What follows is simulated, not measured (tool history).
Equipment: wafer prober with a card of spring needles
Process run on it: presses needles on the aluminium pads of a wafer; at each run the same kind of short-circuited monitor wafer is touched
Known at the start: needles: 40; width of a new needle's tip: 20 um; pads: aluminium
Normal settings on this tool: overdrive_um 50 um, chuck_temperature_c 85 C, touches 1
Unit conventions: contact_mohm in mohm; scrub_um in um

| run | hour | overdrive_um | chuck_temperature_c | touches | contact_mohm | scrub_um |
|---|---|---|---|---|---|---|
| 1 | 0.0 | 50 | 85 | 1 | 421 | 6.39 |
|  | 2.7 | tips cleaned on abrasive film |
|  | 15.8 | tips cleaned on abrasive film |
|  | 26.3 | tips cleaned on abrasive film |
|  | 36.9 | tips cleaned on abrasive film |
| 2 | 38.4 | 50 | 49 | 1 | 279 | 6.39 |
|  | 47.9 | tips cleaned on abrasive film |
|  | 61.0 | tips cleaned on abrasive film |
|  | 73.6 | tips cleaned on abrasive film |
| 3 | 80.5 | 50 | 49 | 1 | 405 | 6.30 |
|  | 85.6 | tips cleaned on abrasive film |
|  | 98.4 | tips cleaned on abrasive film |
|  | 109.0 | tips cleaned on abrasive film |
|  | 122.0 | tips cleaned on abrasive film |
| 4 | 126.0 | 57 | 49 | 1 | 291 | 7.26 |
|  | 133.6 | tips cleaned on abrasive film |
|  | 146.8 | tips cleaned on abrasive film |
|  | 147.1 | height of the first contact set anew |
| 5 | 153.4 | 57 | 49 | 1 | 335 | 7.62 |
|  | 158.8 | tips cleaned on abrasive film |
|  | 171.3 | tips cleaned on abrasive film |
|  | 183.3 | tips cleaned on abrasive film |
| 6 | 183.3 | 50 | 85 | 1 | 232 | 6.65 |
|  | 196.3 | tips cleaned on abrasive film |
|  | 209.1 | tips cleaned on abrasive film |
|  | 221.7 | tips cleaned on abrasive film |
| 7 | 230.4 | 43 | 85 | 1 | 497 | 5.71 |
|  | 233.1 | tips cleaned on abrasive film |
|  | 245.2 | tips cleaned on abrasive film |
|  | 258.4 | tips cleaned on abrasive film |
|  | 271.5 | tips cleaned on abrasive film |
| 8 | 271.5 | 43 | 85 | 1 | 261 | 5.66 |
|  | 284.3 | tips cleaned on abrasive film |
|  | 297.2 | tips cleaned on abrasive film |
|  | 310.0 | tips cleaned on abrasive film |
|  | 321.3 | tips cleaned on abrasive film |
| 9 | 321.3 | 50 | 85 | 2 | 237 | 6.56 |
|  | 331.8 | tips cleaned on abrasive film |
|  | 344.5 | tips cleaned on abrasive film |
| 10 | 345.0 | 50 | 85 | 1 | 245 | 6.54 |
|  | 355.6 | tips cleaned on abrasive film |
|  | 368.3 | tips cleaned on abrasive film |
| 11 | 375.3 | 50 | 85 | 1 | 397 | 6.46 |
|  | 380.6 | tips cleaned on abrasive film |
|  | 393.2 | tips cleaned on abrasive film |
| 12 | 403.4 | 50 | 85 | 3 | 310 | 6.51 |
|  | 406.1 | tips cleaned on abrasive film |
|  | 419.3 | tips cleaned on abrasive film |
|  | 429.9 | tips cleaned on abrasive film |
| 13 | 429.9 | 50 | 85 | 3 | 226 | 6.46 |
|  | 442.7 | tips cleaned on abrasive film |
|  | 455.7 | tips cleaned on abrasive film |
|  | 468.4 | tips cleaned on abrasive film |
| 14 | 471.5 | 50 | 85 | 3 | 255 | 6.43 |
|  | 481.6 | tips cleaned on abrasive film |
|  | 494.5 | tips cleaned on abrasive film |
|  | 507.7 | tips cleaned on abrasive film |
| 15 | 513.8 | 50 | 85 | 3 | 287 | 6.41 |
|  | 519.2 | tips cleaned on abrasive film |
|  | 531.9 | tips cleaned on abrasive film |
|  | 545.1 | tips cleaned on abrasive film |
| 16 | 547.4 | 50 | 38 | 3 | 246 | 6.39 |
|  | 558.0 | tips cleaned on abrasive film |
|  | 571.2 | tips cleaned on abrasive film |
| 17 | 574.3 | 50 | 55 | 3 | 250 | 6.36 |
|  | 582.1 | tips cleaned on abrasive film |
|  | 595.0 | tips cleaned on abrasive film |
|  | 607.6 | tips cleaned on abrasive film |
| 18 | 616.8 | 50 | 55 | 3 | 293 | 6.37 |
|  | 619.5 | tips cleaned on abrasive film |
|  | 631.9 | tips cleaned on abrasive film |
|  | 644.6 | tips cleaned on abrasive film |
|  | 655.2 | tips cleaned on abrasive film |
| 19 | 655.8 | 32 | 55 | 3 | 270 | 3.92 |
|  | 668.2 | tips cleaned on abrasive film |
|  | 681.1 | tips cleaned on abrasive film |
|  | 693.3 | tips cleaned on abrasive film |
|  | 703.9 | height of the first contact set anew |
|  | 704.9 | tips cleaned on abrasive film |
| 20 | 704.9 | 31 | 84 | 1 | 266 | 4.16 |
|  | 718.0 | tips cleaned on abrasive film |
|  | 728.5 | tips cleaned on abrasive film |
| 21 | 733.5 | 31 | 57 | 2 | 471 | 4.09 |
|  | 741.5 | tips cleaned on abrasive film |
|  | 754.7 | tips cleaned on abrasive film |
|  | 767.6 | tips cleaned on abrasive film |
| 22 | 775.9 | 38 | 57 | 2 | 445 | 5.06 |
|  | 778.6 | tips cleaned on abrasive film |
|  | 791.4 | tips cleaned on abrasive film |
|  | 803.9 | tips cleaned on abrasive film |
| 23 | 804.6 | 49 | 36 | 2 | 241 | 6.44 |

What if the next run were any one of these 5? Each begins from the tool's condition after run 23:
|  | 814.5 | tips cleaned on abrasive film |
|  | 827.3 | tips cleaned on abrasive film |
|  | 839.5 | tips cleaned on abrasive film |
|  | 850.3 | tips cleaned on abrasive film |
| A | 850.3 | 57 | 89 | 1 | ? | ? |
|  | 814.5 | tips cleaned on abrasive film |
|  | 827.3 | tips cleaned on abrasive film |
|  | 839.5 | tips cleaned on abrasive film |
|  | 850.3 | tips cleaned on abrasive film |
| B | 850.3 | 50 | 44 | 1 | ? | ? |
|  | 814.5 | tips cleaned on abrasive film |
|  | 827.3 | tips cleaned on abrasive film |
|  | 839.5 | tips cleaned on abrasive film |
|  | 850.3 | tips cleaned on abrasive film |
| C | 850.3 | 46 | 36 | 2 | ? | ? |
|  | 814.5 | tips cleaned on abrasive film |
|  | 827.3 | tips cleaned on abrasive film |
|  | 839.5 | tips cleaned on abrasive film |
|  | 850.3 | tips cleaned on abrasive film |
| D | 850.3 | 56 | 36 | 2 | ? | ? |
|  | 814.5 | tips cleaned on abrasive film |
|  | 827.3 | tips cleaned on abrasive film |
|  | 839.5 | tips cleaned on abrasive film |
|  | 850.3 | tips cleaned on abrasive film |
| E | 850.3 | 33 | 85 | 1 | ? | ? |

| run | contact_mohm | scrub_um |
|---|---|---|
| A | 224 | 7.50 |
| B | 225 | 6.61 |
| C | 219 | 5.96 |
| D | 211 | 7.37 |
| E | 269 | 4.31 |
What these runs would have given with no unlogged condition in the tool:
| run | contact_mohm | scrub_um |
|---|---|---|
| A | 211 | 7.60 |
| B | 207 | 6.72 |
| C | 205 | 6.06 |
| D | 201 | 7.48 |
| E | 233 | 4.42 |

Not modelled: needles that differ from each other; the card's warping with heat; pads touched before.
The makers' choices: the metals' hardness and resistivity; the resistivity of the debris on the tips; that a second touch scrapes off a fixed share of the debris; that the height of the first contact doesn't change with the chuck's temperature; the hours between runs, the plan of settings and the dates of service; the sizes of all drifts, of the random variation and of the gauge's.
